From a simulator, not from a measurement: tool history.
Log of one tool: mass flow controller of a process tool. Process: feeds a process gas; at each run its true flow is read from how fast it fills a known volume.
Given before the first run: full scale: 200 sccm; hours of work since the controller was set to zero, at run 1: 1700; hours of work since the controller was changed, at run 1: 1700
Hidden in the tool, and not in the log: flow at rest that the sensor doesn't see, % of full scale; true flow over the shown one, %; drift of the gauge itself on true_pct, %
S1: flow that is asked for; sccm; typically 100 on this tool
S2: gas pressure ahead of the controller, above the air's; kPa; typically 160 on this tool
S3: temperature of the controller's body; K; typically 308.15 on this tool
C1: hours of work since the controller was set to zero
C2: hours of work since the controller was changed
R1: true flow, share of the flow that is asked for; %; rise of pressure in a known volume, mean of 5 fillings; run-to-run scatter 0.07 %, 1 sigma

Run 1, hour 0.0: usual settings; C1 1700; C2 1700. Result: R1 98.98 %.
Run 2, hour 50.6: usual settings but S3 293.15 K; C1 1729; C2 1729. Result: R1 99.97 %.
Run 3, hour 125.2: usual settings; C1 1771; C2 1771. Result: R1 98.92 %.
Run 4, hour 179.0: usual settings; C1 1801; C2 1801. Result: R1 98.95 %.
Run 5, hour 216.4: usual settings; C1 1822; C2 1822. Result: R1 99.09 %.
Run 6, hour 254.8: usual settings; C1 1844; C2 1844. Result: R1 99.10 %.
Run 7, hour 302.6: usual settings but S1 145 sccm; C1 1870; C2 1870. Result: R1 99.53 %.
Run 8, hour 338.4: usual settings but S1 145 sccm; C1 1891; C2 1891. Result: R1 99.45 %.
Run 9, hour 412.5: usual settings but S1 145 sccm; C1 1932; C2 1932. Result: R1 99.52 %.
Run 10, hour 463.2: usual settings but S2 275 kPa; C1 1961; C2 1961. Result: R1 98.39 %.
Run 11, hour 496.5: usual settings but S2 242 kPa; C1 1979; C2 1979. Result: R1 98.61 %.
Run 12, hour 535.2: usual settings but S3 295.15 K; C1 2001; C2 2001. Result: R1 99.78 %.
Run 13, hour 591.6: usual settings but S3 295.15 K; C1 2033; C2 2033. Result: R1 99.78 %.
Run 14, hour 658.8: usual settings but S1 159 sccm; C1 2070; C2 2070. Result: R1 99.73 %.
Run 15, hour 717.5: usual settings; C1 2103; C2 2103. Result: R1 98.86 %.
Run 16, hour 783.4: usual settings but S2 181 kPa; C1 2140; C2 2140. Result: R1 99.06 %.
At hour 788.8: controller's zero set anew.
Run 17, hour 846.1: usual settings; C1 32; C2 2175. Result: R1 98.88 %.
Run 18, hour 894.6: usual settings; C1 59; C2 2203. Result: R1 98.88 %.
Run 19, hour 945.1: usual settings; C1 88; C2 2231. Result: R1 98.85 %.
Run 20, hour 1003.9: usual settings; C1 121; C2 2264. Result: R1 98.93 %.
Run 21, hour 1035.3: usual settings; C1 138; C2 2282. Result: R1 98.82 %.
At hour 1102.6: controller's zero set anew, once more.
Run 22, hour 1104.6: usual settings; C1 1; C2 2320. Result: R1 99.50 %.
Run 23, hour 1165.6: usual settings; C1 35; C2 2355. Result: R1 99.39 %.
Run 24, hour 1217.9: usual settings; C1 65; C2 2384. Result: R1 99.45 %.
Run 25, hour 1260.9: usual settings but S2 170 kPa; C1 89; C2 2408. Result: R1 99.30 %.
Run 26, hour 1325.8: usual settings but S2 170 kPa, S3 305.15 K; C1 125; C2 2445. Result: R1 99.59 %.
Run 27, hour 1378.3: usual settings but S2 170 kPa, S3 298.15 K; C1 155; C2 2474. Result: R1 99.94 %.
Run 28, hour 1430.6: usual settings but S1 166 sccm; C1 184; C2 2503. Result: R1 99.96 %.
Run 29, hour 1487.1: usual settings but S1 166 sccm, S3 302.15 K; C1 216; C2 2535. Result: R1 100.37 %.
Run 30, hour 1525.9: usual settings but S2 208 kPa, S3 293.15 K; C1 238; C2 2557. Result: R1 100.13 %.
Run 31, hour 1585.5: usual settings but S1 168 sccm, S2 181 kPa, S3 295.15 K; C1 271; C2 2591. Result: R1 100.62 %.
Run 32, hour 1632.6: usual settings but S2 149 kPa, S3 311.15 K; C1 298; C2 2617. Result: R1 99.27 %.
Run 33, hour 1668.7: usual settings but S2 149 kPa, S3 311.15 K; C1 318; C2 2637. Result: R1 99.50 %.
Run 34, hour 1722.2: usual settings but S1 48 sccm, S2 274 kPa, S3 294.15 K; C1 348; C2 2667. Result: R1 99.20 %.
Run 35, hour 1783.9: usual settings but S1 48 sccm, S2 274 kPa, S3 294.15 K; C1 383; C2 2702. Result: R1 99.26 %.
Run 36, hour 1838.5: usual settings but S1 63 sccm, S2 213 kPa, S3 294.15 K; C1 413; C2 2733. Result: R1 99.65 %.
Run 37, hour 1887.4: usual settings but S1 63 sccm, S2 141 kPa, S3 302.15 K; C1 441; C2 2760. Result: R1 99.61 %.
Run 38, hour 1956.9: usual settings but S1 21 sccm, S2 177 kPa, S3 303.15 K; C1 480; C2 2799. Result: R1 98.84 %.
Run 39, hour 2030.7: usual settings but S1 21 sccm, S2 177 kPa, S3 303.15 K; C1 521; C2 2841. Result: R1 98.79 %.
Run 40, hour 2083.0: usual settings but S1 54 sccm, S2 159 kPa; C1 551; C2 2870. Result: R1 99.06 %.
Run 41, hour 2120.6: usual settings but S1 54 sccm, S2 159 kPa; C1 572; C2 2891. Result: R1 99.18 %.
Run 42, hour 2153.7: usual settings but S1 54 sccm, S2 159 kPa; C1 590; C2 2910. Result: R1 99.21 %.
Run 43, hour 2208.1: usual settings but S2 153 kPa, S3 301.15 K; C1 621; C2 2940. Result: R1 99.95 %.
Run 44, hour 2260.2: usual settings but S2 171 kPa, S3 296.15 K; C1 650; C2 2970. Result: R1 100.29 %.
Run 45, hour 2321.4: usual settings but S2 171 kPa, S3 296.15 K; C1 685; C2 3004. Result: R1 100.26 %.
Run 46, hour 2364.0: usual settings but S2 218 kPa, S3 296.15 K; C1 709; C2 3028. Result: R1 100.01 %.
Run 47, hour 2416.3: usual settings but S1 78 sccm, S2 178 kPa, S3 301.15 K; C1 738; C2 3057. Result: R1 99.84 %.

Forecast each of these 3 alternatives for the next run:
Run A, hour 2460.8: usual settings but S1 67 sccm, S2 162 kPa, S3 306.15 K; C1 763; C2 3082. Result: R1 ?.
Run B, hour 2460.8: usual settings but S1 78 sccm, S2 146 kPa, S3 301.15 K; C1 763; C2 3082. Result: R1 ?.
Run C, hour 2460.8: usual settings but S1 78 sccm, S2 199 kPa, S3 301.15 K; C1 763; C2 3082. Result: R1 ?.

run     R1
  A  99.38
  B  99.82
  C  99.55
Stripped of hidden state, with their random variation kept, the same runs would have yielded:
run     R1
  A  98.72
  B  99.14
  C  98.86
